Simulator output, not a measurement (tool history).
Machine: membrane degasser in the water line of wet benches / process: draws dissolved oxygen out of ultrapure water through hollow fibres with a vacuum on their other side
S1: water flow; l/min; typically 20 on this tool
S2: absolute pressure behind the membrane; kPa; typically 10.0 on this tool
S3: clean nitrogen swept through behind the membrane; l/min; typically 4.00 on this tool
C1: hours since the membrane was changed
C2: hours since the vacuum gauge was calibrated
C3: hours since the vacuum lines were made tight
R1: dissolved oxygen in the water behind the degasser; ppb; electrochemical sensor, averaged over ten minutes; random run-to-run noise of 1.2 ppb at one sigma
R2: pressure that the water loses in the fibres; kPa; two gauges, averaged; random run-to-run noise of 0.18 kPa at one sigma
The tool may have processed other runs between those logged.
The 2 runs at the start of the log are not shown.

run    hour  S1    S2    S3    C1    C2    C3     R1     R2
  3   338.5  20  10.0  4.00  5154  1803  5154  111.3  32.04
  4   635.2  20  10.0  4.00  5451  2100  5451  111.5  31.97
  5   833.2  20  10.0  4.00  5649  2298  5649  109.7  32.14
  6  1007.2  20  10.0  4.00  5823  2472  5823  110.3  32.03
  7  1170.8  16  10.0  4.00  5986  2636  5986   81.3  25.62
  8  1338.6  16  10.0  4.00  6154  2804  6154   81.8  25.39
  9  1593.4  20  10.0  5.04  6409  3058  6409   94.6  31.82
 10  1735.8  20  10.0  5.04  6551  3201  6551   95.4  31.70
 11  2018.4  20  10.0  4.00  6834  3483  6834  111.3  31.84
 12  2266.8  20  10.0  4.00  7082  3732  7082  111.0  31.55
 13  2543.9  20  10.0  4.00  7359  4009  7359  111.3  31.73
 14  2820.8  20   9.9  4.00  7636  4286  7636  107.7  31.59
 15  3119.7  20   9.9  4.00  7935  4585  7935  109.6  31.73
 16  3365.8  20   9.9  4.00  8181  4831  8181  110.3  31.22
 17  3653.7  20   9.9  4.00  8469  5119  8469  109.9  31.33
 18  3800.1  18  18.6  6.21  8616  5265  8616  128.5  28.05
 19  4070.3  16  15.3  4.00  8886  5535  8886  130.6  25.09
 20  4303.5  13  10.3  4.76  9119  5768  9119   55.5  20.29

For run 21, what comes out?
 21  4572.4  13  10.0  2.00  9388  6037  9388   ?   ?

{"run 21": {"R1": 112.9, "R2": 20.13}}
With no hidden state in the tool, this same run would have given R1 112.8 ppb, R2 20.63 kPa.
